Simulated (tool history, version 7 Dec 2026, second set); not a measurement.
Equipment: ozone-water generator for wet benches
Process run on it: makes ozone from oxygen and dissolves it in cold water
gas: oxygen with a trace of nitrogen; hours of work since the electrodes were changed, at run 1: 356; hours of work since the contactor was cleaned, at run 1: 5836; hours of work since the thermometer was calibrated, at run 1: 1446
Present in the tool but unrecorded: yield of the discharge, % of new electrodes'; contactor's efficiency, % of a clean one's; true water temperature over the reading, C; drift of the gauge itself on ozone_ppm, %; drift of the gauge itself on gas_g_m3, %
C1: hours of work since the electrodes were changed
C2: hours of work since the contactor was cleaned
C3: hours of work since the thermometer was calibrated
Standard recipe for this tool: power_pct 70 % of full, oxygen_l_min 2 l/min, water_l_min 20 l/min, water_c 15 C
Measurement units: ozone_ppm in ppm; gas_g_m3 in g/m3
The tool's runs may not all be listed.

{"run": 1, "hour": 0.0, "power_pct": 70, "oxygen_l_min": 2, "water_l_min": 20, "water_c": 15, "C1": 356, "C2": 5836, "C3": 1446, "ozone_ppm": 10.2, "gas_g_m3": 156.7}
{"run": 2, "hour": 61.7, "power_pct": 70, "oxygen_l_min": 2, "water_l_min": 20, "water_c": 15, "C1": 397, "C2": 5877, "C3": 1487, "ozone_ppm": 10.5, "gas_g_m3": 156.6}
{"run": 3, "hour": 126.8, "power_pct": 70, "oxygen_l_min": 2, "water_l_min": 20, "water_c": 7, "C1": 441, "C2": 5921, "C3": 1531, "ozone_ppm": 10.9, "gas_g_m3": 157.6}
{"run": 4, "hour": 172.9, "power_pct": 70, "oxygen_l_min": 2, "water_l_min": 20, "water_c": 11, "C1": 472, "C2": 5952, "C3": 1562, "ozone_ppm": 10.4, "gas_g_m3": 158.6}
{"run": 5, "hour": 203.4, "power_pct": 70, "oxygen_l_min": 2, "water_l_min": 20, "water_c": 11, "C1": 492, "C2": 5972, "C3": 1582, "ozone_ppm": 10.5, "gas_g_m3": 159.3}
{"run": 6, "hour": 265.3, "power_pct": 70, "oxygen_l_min": 2.5, "water_l_min": 20, "water_c": 11, "C1": 534, "C2": 6014, "C3": 1624, "ozone_ppm": 11.7, "gas_g_m3": 144.9}
{"run": 7, "hour": 302.9, "power_pct": 70, "oxygen_l_min": 2.5, "water_l_min": 20, "water_c": 11, "C1": 559, "C2": 6039, "C3": 1649, "ozone_ppm": 11.7, "gas_g_m3": 145.6}
{"run": 8, "hour": 342.2, "power_pct": 70, "oxygen_l_min": 2, "water_l_min": 20, "water_c": 15, "C1": 586, "C2": 6066, "C3": 1676, "ozone_ppm": 10.4, "gas_g_m3": 160.4}
{"run": 9, "hour": 402.0, "power_pct": 46, "oxygen_l_min": 2, "water_l_min": 20, "water_c": 15, "C1": 626, "C2": 6106, "C3": 1716, "ozone_ppm": 8.1, "gas_g_m3": 126.2}
{"run": 10, "hour": 437.1, "power_pct": 70, "oxygen_l_min": 2, "water_l_min": 15, "water_c": 15, "C1": 649, "C2": 6129, "C3": 1739, "ozone_ppm": 13.3, "gas_g_m3": 162.1}
{"run": 11, "hour": 477.3, "power_pct": 70, "oxygen_l_min": 2, "water_l_min": 15, "water_c": 15, "C1": 676, "C2": 6156, "C3": 1766, "ozone_ppm": 13.6, "gas_g_m3": 161.5}
{"run": 12, "hour": 538.5, "power_pct": 70, "oxygen_l_min": 2.26, "water_l_min": 20, "water_c": 15, "C1": 717, "C2": 6197, "C3": 1808, "ozone_ppm": 10.7, "gas_g_m3": 151.9}
{"hour": 542.6, "done": "gauge calibrated"}
{"run": 13, "hour": 581.9, "power_pct": 50, "oxygen_l_min": 1.66, "water_l_min": 20, "water_c": 15, "C1": 747, "C2": 6227, "C3": 1837, "ozone_ppm": 8.1, "gas_g_m3": 140.6}
{"run": 14, "hour": 610.4, "power_pct": 70, "oxygen_l_min": 3.48, "water_l_min": 30, "water_c": 15, "C1": 766, "C2": 6246, "C3": 1856, "ozone_ppm": 8.4, "gas_g_m3": 122.9}
{"run": 15, "hour": 656.6, "power_pct": 70, "oxygen_l_min": 2, "water_l_min": 19, "water_c": 8, "C1": 797, "C2": 6277, "C3": 1887, "ozone_ppm": 11.3, "gas_g_m3": 158.2}
{"run": 16, "hour": 701.0, "power_pct": 70, "oxygen_l_min": 2, "water_l_min": 22, "water_c": 16, "C1": 827, "C2": 6307, "C3": 1917, "ozone_ppm": 9.4, "gas_g_m3": 160.3}
{"run": 17, "hour": 754.7, "power_pct": 70, "oxygen_l_min": 2, "water_l_min": 22, "water_c": 16, "C1": 863, "C2": 6343, "C3": 1953, "ozone_ppm": 9.3, "gas_g_m3": 157.2}
{"run": 18, "hour": 815.4, "power_pct": 48, "oxygen_l_min": 1.39, "water_l_min": 14, "water_c": 9, "C1": 903, "C2": 6383, "C3": 1993, "ozone_ppm": 10.8, "gas_g_m3": 152.7}
{"run": 19, "hour": 853.2, "power_pct": 46, "oxygen_l_min": 2.27, "water_l_min": 15, "water_c": 10, "C1": 929, "C2": 6409, "C3": 2019, "ozone_ppm": 11.5, "gas_g_m3": 119.3}
{"run": 20, "hour": 896.5, "power_pct": 54, "oxygen_l_min": 2.1, "water_l_min": 19, "water_c": 10, "C1": 958, "C2": 6438, "C3": 2048, "ozone_ppm": 9.8, "gas_g_m3": 135.7}
{"run": 21, "hour": 931.5, "power_pct": 54, "oxygen_l_min": 3.1, "water_l_min": 20, "water_c": 10, "C1": 981, "C2": 6461, "C3": 2071, "ozone_ppm": 10.7, "gas_g_m3": 114.5}
{"run": 22, "hour": 961.3, "power_pct": 54, "oxygen_l_min": 3.1, "water_l_min": 20, "water_c": 10, "C1": 1001, "C2": 6481, "C3": 2091, "ozone_ppm": 10.9, "gas_g_m3": 114}
{"run": 23, "hour": 992.6, "power_pct": 58, "oxygen_l_min": 3.27, "water_l_min": 21, "water_c": 8, "C1": 1022, "C2": 6502, "C3": 2112, "ozone_ppm": 11, "gas_g_m3": 116.9}
{"run": 24, "hour": 1046.3, "power_pct": 60, "oxygen_l_min": 1.14, "water_l_min": 27, "water_c": 10, "C1": 1058, "C2": 6538, "C3": 2149, "ozone_ppm": 5.6, "gas_g_m3": 189.3}

Each row is a separate what-if for the run after 24, all from the same tool condition, not one after another. Results?
{"run": "A", "hour": 1092.0, "power_pct": 80, "oxygen_l_min": 1.2, "water_l_min": 12, "water_c": 10, "C1": 1089, "C2": 6569, "C3": 2179, "ozone_ppm": "?", "gas_g_m3": "?"}
{"run": "B", "hour": 1092.0, "power_pct": 67, "oxygen_l_min": 2, "water_l_min": 20, "water_c": 15, "C1": 1089, "C2": 6569, "C3": 2179, "ozone_ppm": "?", "gas_g_m3": "?"}
{"run": "C", "hour": 1092.0, "power_pct": 44, "oxygen_l_min": 2, "water_l_min": 31, "water_c": 15, "C1": 1089, "C2": 6569, "C3": 2179, "ozone_ppm": "?", "gas_g_m3": "?"}
{"run": "D", "hour": 1092.0, "power_pct": 60, "oxygen_l_min": 2.84, "water_l_min": 18, "water_c": 22, "C1": 1089, "C2": 6569, "C3": 2179, "ozone_ppm": "?", "gas_g_m3": "?"}
{"run": "E", "hour": 1092.0, "power_pct": 84, "oxygen_l_min": 1.14, "water_l_min": 30, "water_c": 10, "C1": 1089, "C2": 6569, "C3": 2179, "ozone_ppm": "?", "gas_g_m3": "?"}

run=A ozone_ppm=15.6 gas_g_m3=218.6
run=B ozone_ppm=10 gas_g_m3=157.6
run=C ozone_ppm=4.9 gas_g_m3=124.8
run=D ozone_ppm=10.7 gas_g_m3=128.6
run=E ozone_ppm=6.1 gas_g_m3=229.8
Take away the tool's hidden state, keep each run's random variation, and the runs would have read:
run=A ozone_ppm=15.6 gas_g_m3=212.2
run=B ozone_ppm=10 gas_g_m3=153
run=C ozone_ppm=4.9 gas_g_m3=121.2
run=D ozone_ppm=10.7 gas_g_m3=124.9
run=E ozone_ppm=6.1 gas_g_m3=223.2
